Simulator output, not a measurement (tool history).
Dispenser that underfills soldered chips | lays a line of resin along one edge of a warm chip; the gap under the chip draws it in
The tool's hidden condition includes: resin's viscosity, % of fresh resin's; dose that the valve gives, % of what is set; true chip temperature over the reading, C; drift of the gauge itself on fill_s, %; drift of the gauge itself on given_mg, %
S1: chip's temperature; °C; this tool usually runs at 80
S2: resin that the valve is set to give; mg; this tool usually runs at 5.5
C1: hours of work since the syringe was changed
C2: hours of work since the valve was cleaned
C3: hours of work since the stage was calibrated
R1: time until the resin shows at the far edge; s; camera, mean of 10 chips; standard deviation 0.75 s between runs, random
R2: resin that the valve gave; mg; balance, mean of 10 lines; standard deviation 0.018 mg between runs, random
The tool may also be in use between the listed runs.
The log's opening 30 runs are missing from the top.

{"run": 31, "day": 4.533, "S1": 70, "S2": 5.86, "C1": 7, "C2": 122, "C3": 95, "R1": 125.9, "R2": 5.64}
{"day": 4.712, "done": "new syringe of resin"}
{"day": 4.762, "done": "dispensing valve cleaned and set on the balance"}
{"run": 32, "day": 4.767, "S1": 70, "S2": 5.86, "C1": 0, "C2": 0, "C3": 98, "R1": 93.5, "R2": 5.91}
{"run": 33, "day": 4.908, "S1": 76, "S2": 5.07, "C1": 3, "C2": 2, "C3": 101, "R1": 86.7, "R2": 5.07}
{"run": 34, "day": 5.112, "S1": 94, "S2": 4.71, "C1": 6, "C2": 6, "C3": 104, "R1": 55.8, "R2": 4.73}
{"run": 35, "day": 5.229, "S1": 94, "S2": 6.53, "C1": 8, "C2": 8, "C3": 106, "R1": 56.3, "R2": 6.51}
{"day": 5.346, "done": "new syringe of resin"}
{"run": 36, "day": 5.404, "S1": 72, "S2": 5.71, "C1": 1, "C2": 11, "C3": 109, "R1": 91.8, "R2": 5.69}
{"run": 37, "day": 5.546, "S1": 87, "S2": 6.23, "C1": 3, "C2": 13, "C3": 111, "R1": 60.1, "R2": 6.21}
{"run": 38, "day": 5.754, "S1": 93, "S2": 6.23, "C1": 7, "C2": 16, "C3": 115, "R1": 57.6, "R2": 6.22}

Branching from run 38: 3 alternative next runs. What would each branch give?
{"run": "A", "day": 5.879, "S1": 88, "S2": 5.5, "C1": 9, "C2": 19, "C3": 117, "R1": "?", "R2": "?"}
{"run": "B", "day": 5.879, "S1": 65, "S2": 6.92, "C1": 9, "C2": 19, "C3": 117, "R1": "?", "R2": "?"}
{"run": "C", "day": 5.879, "S1": 89, "S2": 6.51, "C1": 9, "C2": 19, "C3": 117, "R1": "?", "R2": "?"}

run=A R1=73.8 R2=5.49
run=B R1=160.8 R2=6.93
run=C R1=70 R2=6.48
With no hidden state in the tool, these same runs would have given:
run=A R1=52.7 R2=5.5
run=B R1=115.2 R2=6.95
run=C R1=50 R2=6.5

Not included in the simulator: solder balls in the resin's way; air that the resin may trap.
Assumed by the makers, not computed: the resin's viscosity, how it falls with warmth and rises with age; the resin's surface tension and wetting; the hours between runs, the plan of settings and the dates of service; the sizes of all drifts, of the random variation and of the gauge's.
